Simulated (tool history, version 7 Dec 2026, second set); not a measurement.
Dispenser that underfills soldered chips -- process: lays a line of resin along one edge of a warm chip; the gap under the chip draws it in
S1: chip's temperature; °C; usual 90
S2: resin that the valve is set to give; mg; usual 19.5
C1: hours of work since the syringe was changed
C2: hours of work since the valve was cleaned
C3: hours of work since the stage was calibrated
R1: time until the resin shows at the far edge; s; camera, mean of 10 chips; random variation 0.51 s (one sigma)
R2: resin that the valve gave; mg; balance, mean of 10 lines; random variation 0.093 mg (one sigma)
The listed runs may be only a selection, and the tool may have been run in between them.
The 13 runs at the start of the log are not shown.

-- hour=97.6 new syringe of resin
run 14 hour=99.1 | S1=90 S2=18.6 | C1=1 C2=87 C3=239 | R1=40.3 R2=17.06
-- hour=104.6 dispensing valve cleaned and set on the balance
run 15 hour=110.1 | S1=97 S2=19.5 | C1=8 C2=4 C3=245 | R1=42.5 R2=19.53
-- hour=115.6 new syringe of resin
run 16 hour=120.8 | S1=97 S2=19.5 | C1=4 C2=11 C3=252 | R1=35.0 R2=19.30
run 17 hour=128.5 | S1=97 S2=19.5 | C1=9 C2=16 C3=258 | R1=44.5 R2=19.06
-- hour=132.3 new syringe of resin
run 18 hour=134.5 | S1=93 S2=19.5 | C1=1 C2=20 C3=262 | R1=36.8 R2=19.16
run 19 hour=140.8 | S1=93 S2=19.5 | C1=6 C2=24 C3=266 | R1=45.2 R2=18.95
run 20 hour=148.5 | S1=81 S2=24.1 | C1=11 C2=30 C3=271 | R1=85.1 R2=23.62
-- hour=149.7 new syringe of resin
run 21 hour=155.6 | S1=81 S2=24.1 | C1=4 C2=34 C3=276 | R1=61.7 R2=23.40
run 22 hour=162.8 | S1=104 S2=24.1 | C1=9 C2=39 C3=281 | R1=34.7 R2=23.10
-- hour=166.7 new syringe of resin
run 23 hour=171.6 | S1=90 S2=24.1 | C1=3 C2=45 C3=287 | R1=42.9 R2=23.03
run 24 hour=176.6 | S1=90 S2=24.3 | C1=7 C2=48 C3=290 | R1=50.1 R2=23.27
-- hour=183.9 new syringe of resin
run 25 hour=184.5 | S1=88 S2=20.5 | C1=0 C2=54 C3=295 | R1=40.8 R2=19.58
run 26 hour=189.3 | S1=77 S2=22.3 | C1=4 C2=57 C3=298 | R1=69.5 R2=21.18
-- hour=193.1 stage's temperature calibrated
run 27 hour=196.5 | S1=77 S2=22.3 | C1=8 C2=61 C3=2 | R1=93.7 R2=21.11
-- hour=201.7 new syringe of resin
run 28 hour=207.3 | S1=82 S2=23.8 | C1=4 C2=68 C3=9 | R1=63.9 R2=22.20
run 29 hour=213.0 | S1=82 S2=23.8 | C1=8 C2=72 C3=13 | R1=75.5 R2=22.15
-- hour=218.8 new syringe of resin
run 30 hour=219.6 | S1=102 S2=20.7 | C1=1 C2=77 C3=18 | R1=27.5 R2=19.24
run 31 hour=224.6 | S1=102 S2=20.7 | C1=4 C2=80 C3=21 | R1=32.8 R2=19.14
run 32 hour=235.2 | S1=89 S2=19.5 | C1=11 C2=87 C3=28 | R1=68.9 R2=17.87
-- hour=236.1 new syringe of resin
-- hour=240.5 dispensing valve cleaned and set on the balance
run 33 hour=246.1 | S1=75 S2=18.5 | C1=6 C2=4 C3=35 | R1=93.8 R2=18.44
-- hour=254.2 new syringe of resin
run 34 hour=255.1 | S1=87 S2=19.5 | C1=1 C2=10 C3=41 | R1=46.5 R2=19.40
run 35 hour=263.8 | S1=87 S2=19.5 | C1=7 C2=16 C3=47 | R1=59.6 R2=19.20
run 36 hour=270.3 | S1=103 S2=20.5 | C1=11 C2=20 C3=51 | R1=42.0 R2=20.08

Branching from run 36: 4 alternative next runs. What would each branch give?
-- hour=271.0 new syringe of resin
run A hour=277.3 | S1=87 S2=23.6 | C1=4 C2=25 C3=56 | R1=? R2=?
-- hour=271.0 new syringe of resin
run B hour=277.3 | S1=83 S2=21.1 | C1=4 C2=25 C3=56 | R1=? R2=?
-- hour=271.0 new syringe of resin
run C hour=277.3 | S1=81 S2=20.9 | C1=4 C2=25 C3=56 | R1=? R2=?
-- hour=271.0 new syringe of resin
run D hour=277.3 | S1=105 S2=21.8 | C1=4 C2=25 C3=56 | R1=? R2=?

run=A R1=52.4 R2=23.15
run=B R1=60.9 R2=20.66
run=C R1=65.9 R2=20.40
run=D R1=29.0 R2=21.30
Take away the tool's hidden state, keep each run's random variation, and the runs would have read:
run=A R1=44.4 R2=23.69
run=B R1=51.5 R2=21.14
run=C R1=55.8 R2=20.88
run=D R1=24.6 R2=21.80

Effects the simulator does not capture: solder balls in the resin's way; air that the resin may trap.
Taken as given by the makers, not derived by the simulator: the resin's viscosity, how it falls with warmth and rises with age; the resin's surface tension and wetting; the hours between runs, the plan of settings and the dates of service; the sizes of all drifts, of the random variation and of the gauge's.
